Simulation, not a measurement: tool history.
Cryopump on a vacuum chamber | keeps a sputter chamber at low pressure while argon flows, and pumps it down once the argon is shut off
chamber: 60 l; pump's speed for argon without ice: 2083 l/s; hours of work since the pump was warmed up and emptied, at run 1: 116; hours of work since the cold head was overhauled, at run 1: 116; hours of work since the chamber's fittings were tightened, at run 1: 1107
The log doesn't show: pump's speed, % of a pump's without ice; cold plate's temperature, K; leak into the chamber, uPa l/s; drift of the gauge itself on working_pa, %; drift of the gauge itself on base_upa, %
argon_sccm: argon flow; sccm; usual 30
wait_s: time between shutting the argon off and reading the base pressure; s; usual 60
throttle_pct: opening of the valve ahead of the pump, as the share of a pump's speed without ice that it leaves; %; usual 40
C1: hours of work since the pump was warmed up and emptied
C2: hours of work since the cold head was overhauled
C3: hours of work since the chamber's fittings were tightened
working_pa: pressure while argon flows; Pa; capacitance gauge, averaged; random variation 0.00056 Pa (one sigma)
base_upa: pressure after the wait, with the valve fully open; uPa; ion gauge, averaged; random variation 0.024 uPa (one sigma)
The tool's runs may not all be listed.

run 1 hour=0.0 | argon_sccm=30 wait_s=60 throttle_pct=40 | C1=116 C2=116 C3=1107 | working_pa=0.0627 base_upa=1.57
run 2 hour=47.4 | argon_sccm=20 wait_s=60 throttle_pct=40 | C1=145 C2=145 C3=1135 | working_pa=0.0420 base_upa=1.52
run 3 hour=77.5 | argon_sccm=20 wait_s=60 throttle_pct=40 | C1=163 C2=163 C3=1153 | working_pa=0.0420 base_upa=1.51
run 4 hour=123.8 | argon_sccm=30 wait_s=60 throttle_pct=57 | C1=191 C2=191 C3=1181 | working_pa=0.0446 base_upa=1.59
run 5 hour=152.3 | argon_sccm=30 wait_s=60 throttle_pct=57 | C1=208 C2=208 C3=1198 | working_pa=0.0451 base_upa=1.67
run 6 hour=175.1 | argon_sccm=30 wait_s=60 throttle_pct=57 | C1=222 C2=222 C3=1212 | working_pa=0.0448 base_upa=1.63
run 7 hour=216.2 | argon_sccm=30 wait_s=60 throttle_pct=17 | C1=246 C2=246 C3=1237 | working_pa=0.1458 base_upa=1.60
run 8 hour=261.4 | argon_sccm=30 wait_s=60 throttle_pct=17 | C1=274 C2=274 C3=1264 | working_pa=0.1466 base_upa=1.65
run 9 hour=285.5 | argon_sccm=30 wait_s=60 throttle_pct=17 | C1=288 C2=288 C3=1279 | working_pa=0.1462 base_upa=1.66
run 10 hour=315.9 | argon_sccm=30 wait_s=60 throttle_pct=17 | C1=306 C2=306 C3=1297 | working_pa=0.1476 base_upa=1.70
run 11 hour=353.1 | argon_sccm=34 wait_s=272 throttle_pct=30 | C1=329 C2=329 C3=1319 | working_pa=0.0961 base_upa=1.04
run 12 hour=400.9 | argon_sccm=21 wait_s=32 throttle_pct=40 | C1=357 C2=357 C3=1348 | working_pa=0.0448 base_upa=2.41

The next listed run, before its measurement:
run 13 hour=448.4 | argon_sccm=25 wait_s=53 throttle_pct=40 | C1=386 C2=386 C3=1377 | working_pa=? base_upa=?

working_pa: 0.0543 Pa
base_upa: 1.80 uPa
Without the tool's hidden state the same run would have given working_pa 0.0503 Pa, base_upa 0.98 uPa.
